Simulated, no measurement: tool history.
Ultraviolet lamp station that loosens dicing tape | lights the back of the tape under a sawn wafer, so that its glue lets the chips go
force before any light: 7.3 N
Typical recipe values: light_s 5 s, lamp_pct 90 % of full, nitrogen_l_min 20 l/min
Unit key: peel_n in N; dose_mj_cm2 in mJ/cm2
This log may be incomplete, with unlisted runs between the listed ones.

run 1 hour=0.0 | light_s=5 lamp_pct=90 nitrogen_l_min=20 | peel_n=0.185 dose_mj_cm2=261
-- hour=12.9 window cleaned of glue's vapour
run 2 hour=24.3 | light_s=5 lamp_pct=90 nitrogen_l_min=20 | peel_n=0.191 dose_mj_cm2=260
run 3 hour=69.3 | light_s=5 lamp_pct=90 nitrogen_l_min=20 | peel_n=0.195 dose_mj_cm2=260
run 4 hour=105.1 | light_s=5 lamp_pct=90 nitrogen_l_min=20 | peel_n=0.180 dose_mj_cm2=259
run 5 hour=142.9 | light_s=5 lamp_pct=67 nitrogen_l_min=20 | peel_n=0.363 dose_mj_cm2=196
run 6 hour=190.4 | light_s=5 lamp_pct=67 nitrogen_l_min=20 | peel_n=0.332 dose_mj_cm2=192
run 7 hour=237.2 | light_s=5 lamp_pct=90 nitrogen_l_min=20 | peel_n=0.191 dose_mj_cm2=257
run 8 hour=278.7 | light_s=5 lamp_pct=90 nitrogen_l_min=20 | peel_n=0.191 dose_mj_cm2=259
-- hour=303.9 window cleaned of glue's vapour
run 9 hour=303.9 | light_s=5 lamp_pct=90 nitrogen_l_min=20 | peel_n=0.176 dose_mj_cm2=259
run 10 hour=342.9 | light_s=5 lamp_pct=90 nitrogen_l_min=20 | peel_n=0.179 dose_mj_cm2=263
run 11 hour=367.1 | light_s=5 lamp_pct=90 nitrogen_l_min=20 | peel_n=0.188 dose_mj_cm2=261
run 12 hour=397.0 | light_s=5 lamp_pct=90 nitrogen_l_min=29 | peel_n=0.165 dose_mj_cm2=260
run 13 hour=443.2 | light_s=5 lamp_pct=90 nitrogen_l_min=29 | peel_n=0.173 dose_mj_cm2=260
run 14 hour=472.5 | light_s=6 lamp_pct=90 nitrogen_l_min=29 | peel_n=0.138 dose_mj_cm2=311
run 15 hour=522.4 | light_s=5 lamp_pct=90 nitrogen_l_min=20 | peel_n=0.187 dose_mj_cm2=255
run 16 hour=559.0 | light_s=5 lamp_pct=90 nitrogen_l_min=20 | peel_n=0.188 dose_mj_cm2=257
-- hour=595.3 window cleaned of glue's vapour
run 17 hour=604.5 | light_s=5 lamp_pct=90 nitrogen_l_min=20 | peel_n=0.197 dose_mj_cm2=260
run 18 hour=643.1 | light_s=8 lamp_pct=90 nitrogen_l_min=20 | peel_n=0.129 dose_mj_cm2=415
run 19 hour=686.4 | light_s=8 lamp_pct=90 nitrogen_l_min=20 | peel_n=0.127 dose_mj_cm2=412
run 20 hour=708.6 | light_s=5 lamp_pct=70 nitrogen_l_min=20 | peel_n=0.314 dose_mj_cm2=203
run 21 hour=756.1 | light_s=5 lamp_pct=70 nitrogen_l_min=20 | peel_n=0.311 dose_mj_cm2=201
run 22 hour=801.0 | light_s=5 lamp_pct=70 nitrogen_l_min=20 | peel_n=0.319 dose_mj_cm2=200
run 23 hour=852.4 | light_s=5 lamp_pct=70 nitrogen_l_min=20 | peel_n=0.311 dose_mj_cm2=199
-- hour=888.0 window cleaned of glue's vapour
run 24 hour=893.2 | light_s=5 lamp_pct=70 nitrogen_l_min=20 | peel_n=0.313 dose_mj_cm2=201
run 25 hour=929.2 | light_s=5 lamp_pct=70 nitrogen_l_min=20 | peel_n=0.315 dose_mj_cm2=200
run 26 hour=968.5 | light_s=5 lamp_pct=67 nitrogen_l_min=10 | peel_n=0.533 dose_mj_cm2=196
run 27 hour=994.5 | light_s=5 lamp_pct=66 nitrogen_l_min=10 | peel_n=0.533 dose_mj_cm2=187
run 28 hour=1044.2 | light_s=5 lamp_pct=66 nitrogen_l_min=10 | peel_n=0.520 dose_mj_cm2=187
run 29 hour=1069.3 | light_s=5 lamp_pct=66 nitrogen_l_min=10 | peel_n=0.560 dose_mj_cm2=192
run 30 hour=1107.7 | light_s=5 lamp_pct=66 nitrogen_l_min=10 | peel_n=0.546 dose_mj_cm2=188
run 31 hour=1139.5 | light_s=5 lamp_pct=66 nitrogen_l_min=35 | peel_n=0.273 dose_mj_cm2=192
run 32 hour=1174.3 | light_s=5 lamp_pct=66 nitrogen_l_min=35 | peel_n=0.277 dose_mj_cm2=192
-- hour=1179.4 window cleaned of glue's vapour
run 33 hour=1215.3 | light_s=5 lamp_pct=66 nitrogen_l_min=35 | peel_n=0.274 dose_mj_cm2=192
run 34 hour=1259.3 | light_s=3 lamp_pct=91 nitrogen_l_min=12 | peel_n=0.718 dose_mj_cm2=154
run 35 hour=1297.4 | light_s=3 lamp_pct=80 nitrogen_l_min=13 | peel_n=0.899 dose_mj_cm2=137
run 36 hour=1347.4 | light_s=4 lamp_pct=79 nitrogen_l_min=10 | peel_n=0.614 dose_mj_cm2=180
run 37 hour=1399.0 | light_s=4 lamp_pct=79 nitrogen_l_min=10 | peel_n=0.568 dose_mj_cm2=183
run 38 hour=1447.0 | light_s=5 lamp_pct=80 nitrogen_l_min=31 | peel_n=0.192 dose_mj_cm2=231
-- hour=1472.6 window cleaned of glue's vapour
run 39 hour=1472.6 | light_s=8 lamp_pct=73 nitrogen_l_min=21 | peel_n=0.128 dose_mj_cm2=338
run 40 hour=1499.3 | light_s=8 lamp_pct=73 nitrogen_l_min=21 | peel_n=0.136 dose_mj_cm2=330
run 41 hour=1528.8 | light_s=8 lamp_pct=73 nitrogen_l_min=21 | peel_n=0.133 dose_mj_cm2=336
run 42 hour=1554.7 | light_s=7 lamp_pct=69 nitrogen_l_min=20 | peel_n=0.162 dose_mj_cm2=277
run 43 hour=1594.8 | light_s=3 lamp_pct=63 nitrogen_l_min=8 | peel_n=1.663 dose_mj_cm2=109
run 44 hour=1620.0 | light_s=3 lamp_pct=97 nitrogen_l_min=32 | peel_n=0.371 dose_mj_cm2=166

Measured less the same run without the tool's hidden state. The same run-to-run variation is in both; the gauge's scatter may not be:
Hidden state present: lamp's light, % of a new lamp's; light that the window lets through, % of a clean one's; drift of the gauge itself on peel_n, %; drift of the gauge itself on dose_mj_cm2, %.
run=1 peel_n=+0.001
run=2 peel_n=+0.000
run=3 peel_n=+0.000
run=4 peel_n=+0.000
run=5 peel_n=+0.001
run=6 peel_n=+0.001
run=7 peel_n=+0.001
run=8 peel_n=+0.001
run=9 peel_n=+0.000
run=10 peel_n=+0.000
run=11 peel_n=+0.000
run=12 peel_n=+0.001
run=13 peel_n=+0.000
run=14 peel_n=+0.000
run=15 peel_n=+0.001
run=16 peel_n=+0.001
run=17 peel_n=+0.001
run=18 peel_n=+0.000
run=19 peel_n=+0.000
run=20 peel_n=+0.002
run=21 peel_n=+0.002
run=22 peel_n=+0.002
run=23 peel_n=+0.002
run=24 peel_n=+0.002
run=25 peel_n=+0.001
run=26 peel_n=+0.003
run=27 peel_n=+0.003
run=28 peel_n=+0.003
run=29 peel_n=+0.004
run=30 peel_n=+0.004
run=31 peel_n=+0.002
run=32 peel_n=+0.002
run=33 peel_n=+0.002
run=34 peel_n=+0.005
run=35 peel_n=+0.006
run=36 peel_n=+0.005
run=37 peel_n=+0.005
run=38 peel_n=+0.002
run=39 peel_n=+0.001
run=40 peel_n=+0.000
run=41 peel_n=+0.000
run=42 peel_n=+0.001
run=43 peel_n=+0.009
run=44 peel_n=+0.004
dose_mj_cm2: at most 2 mJ/cm2 away from the measurement, every run.
